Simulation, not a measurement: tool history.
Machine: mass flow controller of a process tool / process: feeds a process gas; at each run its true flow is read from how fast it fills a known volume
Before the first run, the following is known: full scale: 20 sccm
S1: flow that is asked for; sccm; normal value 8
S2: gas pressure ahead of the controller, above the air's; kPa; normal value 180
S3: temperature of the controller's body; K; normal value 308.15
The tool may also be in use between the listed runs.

Run 1, hour 0.0: usual settings. Result: true flow (%) 100.23.
Run 2, hour 125.6: usual settings. Result: true flow (%) 100.18.
Run 3, hour 261.6: usual settings. Result: true flow (%) 100.10.
Run 4, hour 455.1: usual settings. Result: true flow (%) 100.23.
Run 5, hour 627.7: usual settings but S2 145 kPa. Result: true flow (%) 100.06.
Run 6, hour 738.8: usual settings but S2 233 kPa. Result: true flow (%) 100.44.
Run 7, hour 826.1: usual settings but S2 233 kPa, S3 301.15 K. Result: true flow (%) 100.13.
Run 8, hour 913.7: usual settings but S2 233 kPa, S3 301.15 K. Result: true flow (%) 100.08.
Run 9, hour 1107.1: usual settings but S2 233 kPa, S3 301.15 K. Result: true flow (%) 100.14.
Run 10, hour 1248.2: usual settings. Result: true flow (%) 100.28.
Run 11, hour 1435.5: usual settings. Result: true flow (%) 100.20.
Run 12, hour 1530.1: usual settings. Result: true flow (%) 100.13.
Run 13, hour 1699.1: usual settings. Result: true flow (%) 100.27.
Run 14, hour 1787.5: usual settings. Result: true flow (%) 100.16.
Run 15, hour 1968.1: usual settings but S1 10 sccm. Result: true flow (%) 100.26.
Run 16, hour 2131.2: usual settings but S3 296.15 K. Result: true flow (%) 99.59.
Run 17, hour 2237.8: usual settings but S3 296.15 K. Result: true flow (%) 99.47.
Run 18, hour 2426.7: usual settings but S3 296.15 K. Result: true flow (%) 99.54.
Run 19, hour 2581.1: usual settings but S3 296.15 K. Result: true flow (%) 99.68.
Run 20, hour 2727.8: usual settings but S3 296.15 K. Result: true flow (%) 99.45.
Run 21, hour 2863.6: usual settings but S1 19 sccm. Result: true flow (%) 100.43.
Run 22, hour 2984.3: usual settings. Result: true flow (%) 100.22.
Run 23, hour 3125.4: usual settings. Result: true flow (%) 100.26.
Run 24, hour 3234.5: usual settings. Result: true flow (%) 100.09.
Run 25, hour 3435.4: usual settings but S1 14 sccm, S2 149 kPa, S3 295.15 K. Result: true flow (%) 99.52.
Run 26, hour 3535.2: usual settings but S1 14 sccm, S2 149 kPa, S3 295.15 K. Result: true flow (%) 99.53.
Run 27, hour 3640.8: usual settings but S1 14 sccm, S2 149 kPa, S3 295.15 K. Result: true flow (%) 99.58.
Run 28, hour 3827.9: usual settings but S1 2 sccm, S2 186 kPa. Result: true flow (%) 99.99.
Run 29, hour 4025.9: usual settings but S1 2 sccm, S2 186 kPa. Result: true flow (%) 100.07.
Run 30, hour 4136.2: usual settings but S1 10 sccm, S2 250 kPa. Result: true flow (%) 100.45.
Run 31, hour 4245.4: usual settings but S1 4 sccm, S2 167 kPa. Result: true flow (%) 100.06.
Run 32, hour 4366.2: usual settings but S1 4 sccm, S2 193 kPa. Result: true flow (%) 100.19.
Run 33, hour 4566.9: usual settings but S1 17 sccm. Result: true flow (%) 100.38.
Run 34, hour 4772.0: usual settings but S3 304.15 K. Result: true flow (%) 99.85.
Run 35, hour 4873.3: usual settings but S1 4 sccm, S2 173 kPa. Result: true flow (%) 100.07.
Run 36, hour 5074.7: usual settings but S1 5 sccm, S3 307.15 K. Result: true flow (%) 100.03.
Run 37, hour 5158.0: usual settings but S1 6 sccm, S2 204 kPa. Result: true flow (%) 100.25.
Run 38, hour 5328.1: usual settings but S2 194 kPa. Result: true flow (%) 100.22.
At hour 5465.8: controller's zero set anew.
Run 39, hour 5480.9: usual settings but S3 298.15 K. Result: true flow (%) 99.56.
Run 40, hour 5613.4: usual settings but S2 165 kPa, S3 310.15 K. Result: true flow (%) 100.18.
Run 41, hour 5792.4: usual settings but S2 165 kPa, S3 310.15 K. Result: true flow (%) 100.24.
Run 42, hour 5961.2: usual settings but S2 165 kPa, S3 310.15 K. Result: true flow (%) 100.22.
Run 43, hour 6133.6: usual settings but S1 9 sccm, S2 165 kPa, S3 298.15 K. Result: true flow (%) 99.62.
Run 44, hour 6318.6: usual settings but S2 147 kPa, S3 302.15 K. Result: true flow (%) 99.78.
Run 45, hour 6472.2: usual settings but S1 3 sccm, S2 243 kPa, S3 311.15 K. Result: true flow (%) 100.67.

Expected results for the next run?
Run 46, hour 6562.0: usual settings but S1 3 sccm, S2 243 kPa, S3 311.15 K. Result: true flow (%) ?.

true flow (%): 100.50
Take away the tool's hidden state, keep the run-to-run variation as it was, and the same run would have given true flow (%) 100.51.

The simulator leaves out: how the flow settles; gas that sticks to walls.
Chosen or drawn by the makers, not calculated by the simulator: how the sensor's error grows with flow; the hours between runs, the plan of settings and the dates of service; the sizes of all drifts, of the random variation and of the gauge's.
